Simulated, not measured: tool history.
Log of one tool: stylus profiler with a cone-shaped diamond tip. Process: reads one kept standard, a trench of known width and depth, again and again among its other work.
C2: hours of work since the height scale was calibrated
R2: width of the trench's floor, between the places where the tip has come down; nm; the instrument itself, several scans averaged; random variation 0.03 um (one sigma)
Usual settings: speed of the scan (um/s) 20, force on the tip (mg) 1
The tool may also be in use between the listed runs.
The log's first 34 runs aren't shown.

Run 35, hour 1740.7: usual settings but speed of the scan (um/s) 44, force on the tip (mg) 1.87; scans with this tip 13161; C2 175. Result: depth of the trench (Å) 5039.5, R2 15400 nm.
Run 36, hour 1820: usual settings but speed of the scan (um/s) 44, force on the tip (mg) 1.87; scans with this tip 13555; C2 210. Result: depth of the trench (Å) 5038.1, R2 15360 nm.
Run 37, hour 1871.1: usual settings but speed of the scan (um/s) 44, force on the tip (mg) 1.87; scans with this tip 13809; C2 233. Result: depth of the trench (Å) 5036.5, R2 15360 nm.
Run 38, hour 1938.3: usual settings but force on the tip (mg) 2.45; scans with this tip 14143; C2 263. Result: depth of the trench (Å) 5043.2, R2 15550 nm.
Run 39, hour 1973.5: usual settings but force on the tip (mg) 2.45; scans with this tip 14317; C2 279. Result: depth of the trench (Å) 5046.5, R2 15590 nm.
Run 40, hour 2018.9: usual settings but force on the tip (mg) 2.45; scans with this tip 14543; C2 299. Result: depth of the trench (Å) 5047.1, R2 15520 nm.
Run 41, hour 2054.4: usual settings but force on the tip (mg) 2.45; scans with this tip 14719; C2 315. Result: depth of the trench (Å) 5044.4, R2 15540 nm.
Run 42, hour 2092.3: usual settings but speed of the scan (um/s) 10, force on the tip (mg) 1.07; scans with this tip 14908; C2 332. Result: depth of the trench (Å) 5028.1, R2 15570 nm.
Run 43, hour 2142.5: usual settings but speed of the scan (um/s) 14; scans with this tip 15157; C2 354. Result: depth of the trench (Å) 5023.4, R2 15540 nm.
Run 44, hour 2203.5: usual settings but speed of the scan (um/s) 34, force on the tip (mg) 1.36; scans with this tip 15460; C2 381. Result: depth of the trench (Å) 5030.7, R2 15400 nm.
Run 45, hour 2277.6: usual settings but speed of the scan (um/s) 27, force on the tip (mg) 2.63; scans with this tip 15828; C2 414. Result: depth of the trench (Å) 5048.3, R2 15520 nm.
Run 46, hour 2352.3: usual settings but speed of the scan (um/s) 41, force on the tip (mg) 0.84; scans with this tip 16199; C2 448. Result: depth of the trench (Å) 5019.3, R2 15300 nm.

4 ways to go on from here, each from the tool as it stands after run 46. What would each give?
Run A, hour 2416.5: usual settings but speed of the scan (um/s) 15, force on the tip (mg) 0.87; scans with this tip 16518; C2 476. Result: depth of the trench (Å) ?, R2 ?.
Run B, hour 2416.5: usual settings but speed of the scan (um/s) 12; scans with this tip 16518; C2 476. Result: depth of the trench (Å) ?, R2 ?.
Run C, hour 2416.5: usual settings but speed of the scan (um/s) 41, force on the tip (mg) 0.38; scans with this tip 16518; C2 476. Result: depth of the trench (Å) ?, R2 ?.
Run D, hour 2416.5: usual settings but speed of the scan (um/s) 24, force on the tip (mg) 1.59; scans with this tip 16518; C2 476. Result: depth of the trench (Å) ?, R2 ?.

run  depth of the trench (Å)     R2
  A                   5022.1  15480
  B                   5024.6  15540
  C                   5013.8  15130
  D                   5033.9  15460
Without the tool's hidden state the same runs would have given:
run  depth of the trench (Å)     R2
  A                   5022.1  15490
  B                   5024.6  15550
  C                   5013.8  15140
  D                     5034  15480
